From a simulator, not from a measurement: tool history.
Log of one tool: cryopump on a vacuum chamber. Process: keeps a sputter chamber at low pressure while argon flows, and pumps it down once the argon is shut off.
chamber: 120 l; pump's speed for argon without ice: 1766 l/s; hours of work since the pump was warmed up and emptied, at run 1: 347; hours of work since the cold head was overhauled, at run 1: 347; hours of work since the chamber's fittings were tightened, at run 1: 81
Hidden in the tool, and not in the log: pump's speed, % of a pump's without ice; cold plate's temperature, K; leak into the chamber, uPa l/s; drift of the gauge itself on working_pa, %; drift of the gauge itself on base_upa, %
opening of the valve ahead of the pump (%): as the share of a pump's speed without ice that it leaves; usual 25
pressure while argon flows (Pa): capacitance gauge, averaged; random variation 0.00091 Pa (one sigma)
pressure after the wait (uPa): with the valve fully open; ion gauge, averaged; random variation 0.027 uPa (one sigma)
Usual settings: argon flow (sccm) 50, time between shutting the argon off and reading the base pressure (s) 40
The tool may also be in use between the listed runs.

run	day	argon flow (sccm)	time between shutting the argon off and reading the base pressure (s)	opening of the valve ahead of the pump (%)	hours of work since the pump was warmed up and emptied	hours of work since the cold head was overhauled	hours of work since the chamber's fittings were tightened	pressure while argon flows (Pa)	pressure after the wait (uPa)
1	0.000	50	40	25	347	347	81	0.1937	1.29
2	1.904	50	40	25	366	366	100	0.1966	1.29
3	4.100	50	40	25	388	388	123	0.1975	1.39
4	7.446	50	144	25	422	422	157	0.1982	0.65
5	9.596	50	40	25	444	444	178	0.1984	1.48
6	12.608	50	40	25	475	475	209	0.1989	1.45
7	14.796	50	40	25	497	497	231	0.2007	1.46
8	17.979	21	40	25	529	529	263	0.0846	1.44
9	19.896	21	40	25	549	549	283	0.0830	1.50
10	22.321	21	40	25	573	573	308	0.0842	1.54
11	24.792	54	92	39	598	598	333	0.1427	0.95
12	28.625	29	92	53	637	637	371	0.0578	1.04
13	30.775	50	141	31	659	659	393	0.1635	0.90
14	35.179	39	46	31	704	704	438	0.1287	1.50
15	37.862	50	70	15	731	731	465	0.3314	1.28
16	40.983	50	73	44	763	763	497	0.1201	1.28
17	45.300	69	73	25	806	806	541	0.2803	1.28
18	47.396	69	73	25	828	828	562	0.2837	1.33

The same runs without the tool's hidden state, with the same run-to-run variation:
run	pressure while argon flows (Pa)	pressure after the wait (uPa)
1	0.1884	1.17
2	0.1909	1.16
3	0.1915	1.23
4	0.1917	0.46
5	0.1915	1.26
6	0.1915	1.20
7	0.1930	1.20
8	0.0811	1.15
9	0.0794	1.19
10	0.0805	1.21
11	0.1326	0.59
12	0.0520	0.64
13	0.1532	0.48
14	0.1202	1.05
15	0.3200	0.78
16	0.1082	0.75
17	0.2628	0.72
18	0.2656	0.72

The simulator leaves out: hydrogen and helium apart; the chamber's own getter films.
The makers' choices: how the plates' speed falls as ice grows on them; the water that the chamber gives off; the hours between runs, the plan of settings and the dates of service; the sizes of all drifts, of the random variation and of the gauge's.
